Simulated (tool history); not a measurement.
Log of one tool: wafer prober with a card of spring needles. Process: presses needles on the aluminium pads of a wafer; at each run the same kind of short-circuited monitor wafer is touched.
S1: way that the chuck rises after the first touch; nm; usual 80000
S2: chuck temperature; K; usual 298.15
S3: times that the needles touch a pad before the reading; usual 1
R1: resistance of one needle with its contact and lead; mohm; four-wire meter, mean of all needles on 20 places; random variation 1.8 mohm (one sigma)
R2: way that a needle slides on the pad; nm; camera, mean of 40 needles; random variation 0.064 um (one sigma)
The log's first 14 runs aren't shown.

-- hour=179.7 tips cleaned on abrasive film
-- hour=192.4 tips cleaned on abrasive film
run 15 hour=195.4 | S1=80000 S2=312.15 S3=1 | R1=211 R2=17740
-- hour=205.8 tips cleaned on abrasive film
run 16 hour=208.3 | S1=68000 S2=298.15 S3=1 | R1=213 R2=15070
-- hour=219.5 tips cleaned on abrasive film
run 17 hour=222.4 | S1=68000 S2=298.15 S3=1 | R1=216 R2=15030
-- hour=232.0 tips cleaned on abrasive film
run 18 hour=233.2 | S1=68000 S2=370.15 S3=1 | R1=220 R2=15010
-- hour=245.0 tips cleaned on abrasive film
run 19 hour=251.7 | S1=68000 S2=370.15 S3=2 | R1=231 R2=14870
-- hour=258.5 tips cleaned on abrasive film
-- hour=271.8 tips cleaned on abrasive film
run 20 hour=271.8 | S1=65000 S2=370.15 S3=1 | R1=216 R2=14310
-- hour=284.9 tips cleaned on abrasive film
run 21 hour=290.2 | S1=96000 S2=306.15 S3=1 | R1=209 R2=21260
-- hour=297.9 tips cleaned on abrasive film
run 22 hour=308.8 | S1=96000 S2=396.15 S3=1 | R1=236 R2=21120
-- hour=310.4 tips cleaned on abrasive film
-- hour=316.5 height of the first contact set anew
-- hour=323.0 tips cleaned on abrasive film
run 23 hour=329.2 | S1=96000 S2=396.15 S3=1 | R1=227 R2=21730
-- hour=336.4 tips cleaned on abrasive film
run 24 hour=345.8 | S1=80000 S2=298.15 S3=2 | R1=211 R2=18050
-- hour=348.8 tips cleaned on abrasive film
run 25 hour=360.8 | S1=80000 S2=298.15 S3=2 | R1=214 R2=17990
-- hour=362.6 tips cleaned on abrasive film
run 26 hour=370.8 | S1=82000 S2=323.15 S3=1 | R1=229 R2=18410
-- hour=375.8 tips cleaned on abrasive film
run 27 hour=381.7 | S1=92000 S2=357.15 S3=2 | R1=215 R2=20670
-- hour=389.0 tips cleaned on abrasive film
run 28 hour=393.4 | S1=69000 S2=300.15 S3=2 | R1=214 R2=15420
-- hour=401.6 tips cleaned on abrasive film
run 29 hour=401.6 | S1=69000 S2=300.15 S3=2 | R1=195 R2=15510
-- hour=415.3 tips cleaned on abrasive film
run 30 hour=421.6 | S1=87000 S2=317.15 S3=2 | R1=211 R2=19590
-- hour=427.8 tips cleaned on abrasive film
run 31 hour=439.0 | S1=68000 S2=317.15 S3=2 | R1=227 R2=15210
-- hour=440.7 tips cleaned on abrasive film
-- hour=453.3 tips cleaned on abrasive film
run 32 hour=453.6 | S1=68000 S2=365.15 S3=2 | R1=215 R2=15100
run 33 hour=463.6 | S1=80000 S2=313.15 S3=2 | R1=213 R2=17850

Forecast each of these 3 alternatives for the next run:
-- hour=466.3 tips cleaned on abrasive film
run A hour=473.8 | S1=79000 S2=361.15 S3=1 | R1=? R2=?
-- hour=466.3 tips cleaned on abrasive film
run B hour=473.8 | S1=89000 S2=298.15 S3=1 | R1=? R2=?
-- hour=466.3 tips cleaned on abrasive film
run C hour=473.8 | S1=79000 S2=316.15 S3=1 | R1=? R2=?

run=A R1=231 R2=17650
run=B R1=213 R2=19830
run=C R1=224 R2=17540
Without the tool's hidden state the same runs would have given:
run=A R1=205 R2=17950
run=B R1=190 R2=20120
run=C R1=195 R2=17840
